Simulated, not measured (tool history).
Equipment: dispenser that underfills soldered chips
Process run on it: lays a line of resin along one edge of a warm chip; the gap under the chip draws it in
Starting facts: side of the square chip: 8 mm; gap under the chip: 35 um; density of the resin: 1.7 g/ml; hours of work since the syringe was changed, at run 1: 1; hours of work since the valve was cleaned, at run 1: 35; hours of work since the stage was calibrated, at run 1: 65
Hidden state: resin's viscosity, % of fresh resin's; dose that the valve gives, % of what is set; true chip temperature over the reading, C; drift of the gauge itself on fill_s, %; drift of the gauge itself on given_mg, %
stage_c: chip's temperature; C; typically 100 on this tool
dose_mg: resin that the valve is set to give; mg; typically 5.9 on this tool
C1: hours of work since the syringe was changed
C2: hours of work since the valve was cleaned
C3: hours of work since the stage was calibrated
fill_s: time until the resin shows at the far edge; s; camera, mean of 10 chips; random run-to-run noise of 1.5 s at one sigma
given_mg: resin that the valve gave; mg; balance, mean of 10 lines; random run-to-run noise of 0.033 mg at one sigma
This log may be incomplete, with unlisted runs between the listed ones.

Run 1, hour 0: usual settings; C1 1; C2 35; C3 65. Result: fill_s 163 s, given_mg 5.73 mg.
Run 2, hour 6.4: usual settings; C1 6; C2 40; C3 69. Result: fill_s 201.5 s, given_mg 5.67 mg.
At hour 14.2: new syringe of resin.
Run 3, hour 15.5: usual settings; C1 1; C2 46; C3 75. Result: fill_s 155.8 s, given_mg 5.73 mg.
Run 4, hour 22.9: usual settings; C1 6; C2 51; C3 80. Result: fill_s 199.1 s, given_mg 5.64 mg.
At hour 30.1: new syringe of resin.
Run 5, hour 30.1: usual settings; C1 0; C2 55; C3 85. Result: fill_s 154.6 s, given_mg 5.69 mg.
Run 6, hour 38.4: usual settings but dose_mg 6.25 mg; C1 6; C2 61; C3 90. Result: fill_s 197 s, given_mg 5.93 mg.
At hour 46: new syringe of resin.
Run 7, hour 46: usual settings but stage_c 111 C; C1 0; C2 66; C3 95. Result: fill_s 110.5 s, given_mg 5.6 mg.
At hour 48.8: dispensing valve cleaned and set on the balance.
Run 8, hour 55.6: usual settings but dose_mg 5.29 mg; C1 6; C2 5; C3 101. Result: fill_s 201.6 s, given_mg 5.25 mg.
At hour 63.3: new syringe of resin.
Run 9, hour 63.5: usual settings but dose_mg 5.29 mg; C1 0; C2 10; C3 106. Result: fill_s 155.5 s, given_mg 5.27 mg.
Run 10, hour 69.8: usual settings but dose_mg 5.29 mg; C1 4; C2 14; C3 110. Result: fill_s 188.8 s, given_mg 5.25 mg.
Run 11, hour 75.7: usual settings but stage_c 114 C, dose_mg 6.83 mg; C1 8; C2 18; C3 114. Result: fill_s 145.4 s, given_mg 6.7 mg.
At hour 79.9: new syringe of resin.
Run 12, hour 81.4: usual settings but stage_c 114 C, dose_mg 6.83 mg; C1 1; C2 21; C3 118. Result: fill_s 103.9 s, given_mg 6.67 mg.
Run 13, hour 86.8: usual settings but stage_c 103 C; C1 5; C2 25; C3 122. Result: fill_s 175.3 s, given_mg 5.79 mg.
Run 14, hour 91.3: usual settings but stage_c 103 C; C1 8; C2 28; C3 125. Result: fill_s 202.8 s, given_mg 5.8 mg.
At hour 96.4: new syringe of resin.
Run 15, hour 99.6: usual settings but stage_c 103 C; C1 2; C2 33; C3 130. Result: fill_s 152.2 s, given_mg 5.76 mg.

Run 16, settings as shown, results not yet in. Your forecast:
Run 16, hour 107.1: usual settings but stage_c 112 C, dose_mg 6.71 mg; C1 7; C2 39; C3 135. Result: fill_s ?, given_mg ?.

fill_s: 147.7 s
given_mg: 6.54 mg
Minus the tool's unlogged condition, the same run would have read fill_s 102.2 s, given_mg 6.73 mg.
